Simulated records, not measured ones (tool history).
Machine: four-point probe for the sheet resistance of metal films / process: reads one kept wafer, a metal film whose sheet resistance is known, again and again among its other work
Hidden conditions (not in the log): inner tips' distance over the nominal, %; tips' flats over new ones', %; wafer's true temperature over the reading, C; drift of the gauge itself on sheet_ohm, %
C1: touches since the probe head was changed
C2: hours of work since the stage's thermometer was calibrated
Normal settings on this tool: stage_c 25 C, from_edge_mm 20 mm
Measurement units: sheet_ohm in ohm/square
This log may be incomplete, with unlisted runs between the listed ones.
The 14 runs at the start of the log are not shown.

run 15 hour=215.5 | stage_c=25 from_edge_mm=20 | C1=8734 C2=1034 | sheet_ohm=0.052192
run 16 hour=233.7 | stage_c=25 from_edge_mm=20 | C1=9150 C2=1045 | sheet_ohm=0.052197
run 17 hour=251.1 | stage_c=25 from_edge_mm=20 | C1=9548 C2=1055 | sheet_ohm=0.052188
run 18 hour=263.6 | stage_c=25 from_edge_mm=20 | C1=9833 C2=1062 | sheet_ohm=0.052179
run 19 hour=275.4 | stage_c=23 from_edge_mm=20 | C1=10103 C2=1069 | sheet_ohm=0.052163
run 20 hour=284.0 | stage_c=23 from_edge_mm=20 | C1=10299 C2=1074 | sheet_ohm=0.052183
run 21 hour=297.4 | stage_c=25 from_edge_mm=7 | C1=10604 C2=1081 | sheet_ohm=0.052683
run 22 hour=305.9 | stage_c=25 from_edge_mm=7 | C1=10799 C2=1086 | sheet_ohm=0.052689
run 23 hour=317.2 | stage_c=19 from_edge_mm=20 | C1=11056 C2=1093 | sheet_ohm=0.052112
run 24 hour=327.1 | stage_c=33 from_edge_mm=49 | C1=11282 C2=1099 | sheet_ohm=0.052237
run 25 hour=336.5 | stage_c=18 from_edge_mm=20 | C1=11496 C2=1104 | sheet_ohm=0.052100
run 26 hour=344.8 | stage_c=22 from_edge_mm=37 | C1=11685 C2=1109 | sheet_ohm=0.052088
run 27 hour=363.8 | stage_c=22 from_edge_mm=37 | C1=12119 C2=1120 | sheet_ohm=0.052085
run 28 hour=383.5 | stage_c=25 from_edge_mm=25 | C1=12569 C2=1131 | sheet_ohm=0.052172
run 29 hour=397.6 | stage_c=27 from_edge_mm=38 | C1=12890 C2=1139 | sheet_ohm=0.052161
run 30 hour=409.6 | stage_c=27 from_edge_mm=38 | C1=13164 C2=1146 | sheet_ohm=0.052165
run 31 hour=427.3 | stage_c=34 from_edge_mm=20 | C1=13569 C2=1156 | sheet_ohm=0.052299
run 32 hour=445.2 | stage_c=34 from_edge_mm=5 | C1=13976 C2=1166 | sheet_ohm=0.053359
run 33 hour=455.8 | stage_c=34 from_edge_mm=5 | C1=14219 C2=1173 | sheet_ohm=0.053348
run 34 hour=474.3 | stage_c=34 from_edge_mm=5 | C1=14640 C2=1183 | sheet_ohm=0.053357

Run 35 comes next. What will it give?
run 35 hour=483.3 | stage_c=23 from_edge_mm=11 | C1=14847 C2=1188 | sheet_ohm=?

Run 35 produced sheet_ohm 0.052338 ohm/square.
Minus the tool's unlogged condition, the same run would have read sheet_ohm 0.052128 ohm/square.
